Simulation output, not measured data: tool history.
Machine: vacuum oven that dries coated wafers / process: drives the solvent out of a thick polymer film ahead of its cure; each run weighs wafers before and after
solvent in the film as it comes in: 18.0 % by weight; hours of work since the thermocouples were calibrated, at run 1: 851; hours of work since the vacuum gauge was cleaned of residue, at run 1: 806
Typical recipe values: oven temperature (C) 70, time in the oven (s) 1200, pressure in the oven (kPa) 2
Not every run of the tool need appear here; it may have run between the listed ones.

run    hour  oven temperature (C)  time in the oven (s)  pressure in the oven (kPa)  hours of work since the thermocouples were calibrated  hours of work since the vacuum gauge was cleaned of residue  solvent left in the film (%)
  1       0                    70                  1200                           2                                                    851                                                          806                          1.83
  2    46.2                    70                  1200                           2                                                    879                                                          834                          1.85
  3    92.4                    70                  1200                        3.75                                                    907                                                          862                           2.9
  4   140.3                    70                   660                           2                                                    936                                                          891                          3.71
      168.6  -- oven's thermocouples calibrated
  5   189.1                    81                   660                           2                                                     12                                                          919                          1.43
  6   235.4                    70                  1200                        7.02                                                     40                                                          947                          4.32
  7   262.1                    70                  1200                        7.02                                                     56                                                          963                          4.29
  8     286                    70                  1200                        7.02                                                     71                                                          977                          4.19
  9   323.8                    83                  1200                           2                                                     93                                                         1000                          0.82
 10     362                    83                  1200                           2                                                    116                                                         1023                          0.83
 11   402.3                    70                  1200                        1.19                                                    140                                                         1047                          1.34
 12   452.4                    70                  1200                        4.48                                                    171                                                         1077                          3.16
 13     486                    70                  1200                        4.48                                                    191                                                         1097                          3.01
 14   522.3                    70                  1200                        4.48                                                    213                                                         1119                          3.05
 15   557.4                    70                  1200                           2                                                    234                                                         1140                          1.79
      562.5  -- vacuum gauge cleaned of residue and calibrated
 16   603.9                    70                  1740                           2                                                    261                                                           25                          1.49
 17   642.7                    62                  1440                        2.83                                                    284                                                           48                          3.41
 18   686.2                    68                  1200                           2                                                    310                                                           74                          2.19
 19   707.9                    70                  1200                        1.55                                                    323                                                           87                          1.66
 20     749                    83                  2040                         1.3                                                    348                                                          112                          0.58
 21   782.7                    69                  2040                        2.17                                                    368                                                          132                          1.67
 22   829.5                    69                  2040                        2.17                                                    396                                                          161                          1.58
 23   850.9                    69                  2040                        2.17                                                    409                                                          173                          1.66
      867.4  -- vacuum gauge cleaned of residue and calibrated, once more
 24   895.9                    75                   900                        1.28                                                    435                                                           17                           1.2
 25     934                    70                  1020                        1.76                                                    458                                                           40                          1.82
 26   972.7                    70                  1020                        1.76                                                    482                                                           63                          1.83
 27  1016.6                    70                  1020                        1.76                                                    508                                                           90                          1.84
 28  1053.5                    70                  1020                        1.76                                                    530                                                          112                          1.79
 29    1104                    69                  1920                        5.05                                                    561                                                          142                          3.04
 30  1128.6                    70                  1860                        4.35                                                    575                                                          157                          2.46

4 options for the next run, each taken on its own from the tool as it stands now. Forecast them:
  A  1168.8                    63                  1500                        1.64                                                    600                                                          181                             ?
  B  1168.8                    66                  1860                        4.35                                                    600                                                          181                             ?
  C  1168.8                    69                  1380                        1.38                                                    600                                                          181                             ?
  D  1168.8                    72                  1200                           2                                                    600                                                          181                             ?

run  solvent left in the film (%)
  A                          2.05
  B                          3.03
  C                          1.19
  D                          1.46
Without the tool's unlogged condition, the same runs would have read:
run  solvent left in the film (%)
  A                          1.92
  B                           2.9
  C                           1.1
  D                          1.37

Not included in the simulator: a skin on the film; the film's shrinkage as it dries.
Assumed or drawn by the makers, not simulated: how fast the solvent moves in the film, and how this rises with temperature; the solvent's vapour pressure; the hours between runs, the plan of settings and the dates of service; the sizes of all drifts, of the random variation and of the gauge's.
